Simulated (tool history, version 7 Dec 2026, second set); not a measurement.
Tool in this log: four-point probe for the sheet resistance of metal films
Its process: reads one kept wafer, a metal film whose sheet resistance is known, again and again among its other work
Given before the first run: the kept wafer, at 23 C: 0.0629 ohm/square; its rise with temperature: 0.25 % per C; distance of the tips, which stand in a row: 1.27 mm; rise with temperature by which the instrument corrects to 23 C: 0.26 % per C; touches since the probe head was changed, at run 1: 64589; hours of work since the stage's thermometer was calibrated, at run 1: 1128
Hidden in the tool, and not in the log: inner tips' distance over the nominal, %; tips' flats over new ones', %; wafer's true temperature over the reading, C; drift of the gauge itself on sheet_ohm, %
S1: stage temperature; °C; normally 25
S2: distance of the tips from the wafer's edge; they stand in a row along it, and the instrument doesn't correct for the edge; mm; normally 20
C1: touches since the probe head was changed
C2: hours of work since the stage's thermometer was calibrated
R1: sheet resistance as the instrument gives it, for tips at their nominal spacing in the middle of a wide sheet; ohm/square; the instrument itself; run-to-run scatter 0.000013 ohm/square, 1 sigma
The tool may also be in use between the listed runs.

run   hour  S1  S2     C1    C2        R1
  1      0  25  20  64589  1128  0.063742
  2   25.7  25  20  65178  1145  0.063749
  3   68.7  25  20  66166  1172  0.063764
  4   93.4  25  11  66731  1188  0.064081
  5  121.4  25  11  67374  1206  0.064088
  6    162  25  11  68306  1233  0.064098
  7  183.9  26  20  68808  1247  0.063778
  8  210.8  26  20  69425  1264  0.063814
  9  237.3  26  20  70033  1281   0.06381
 10  257.6  25  20  70500  1294  0.063831
 11  298.6  25  20  71440  1321  0.063825
 12  335.3  25  20  72282  1344  0.063819
 13  375.6  25  11  73206  1370  0.064156
 14  422.1  25  11  74273  1400  0.064192
 15  449.3  27  67  74897  1418  0.063734
 16  487.2  27  67  75766  1442  0.063743
     504.6  -- new probe head fitted
 17  509.7  19   6    117  1456  0.064053
 18  551.5  33  16   1076  1483  0.062781
 19  587.4  33  16   1900  1506  0.062772
 20  611.2  29   5   2447  1521   0.06467
 21  630.5  19  17   2889  1534  0.062815
 22  667.7  35   9   3742  1558  0.063233
 23  694.4  20   9   4355  1575  0.063288
 24  715.4  20   9   4836  1589  0.063328
 25  739.9  29  10   5400  1604  0.063131
 26  772.1  29  33   6139  1625  0.062652

Describe how what the log doesn't record of the tool's condition differs between the last listed run preceding each entry between runs and the first listed run following it.
From run 16 to run 17: new probe head fitted (hour 504.6)
  inner tips' distance over the nominal, %: 1.335 -> -0.395; tips' flats over new ones', %: 78 -> 0; wafer's true temperature over the reading, C: -0.36 -> -0.37
  measured less the result without the state, R1: +0.000851 -> -0.000335 ohm/square
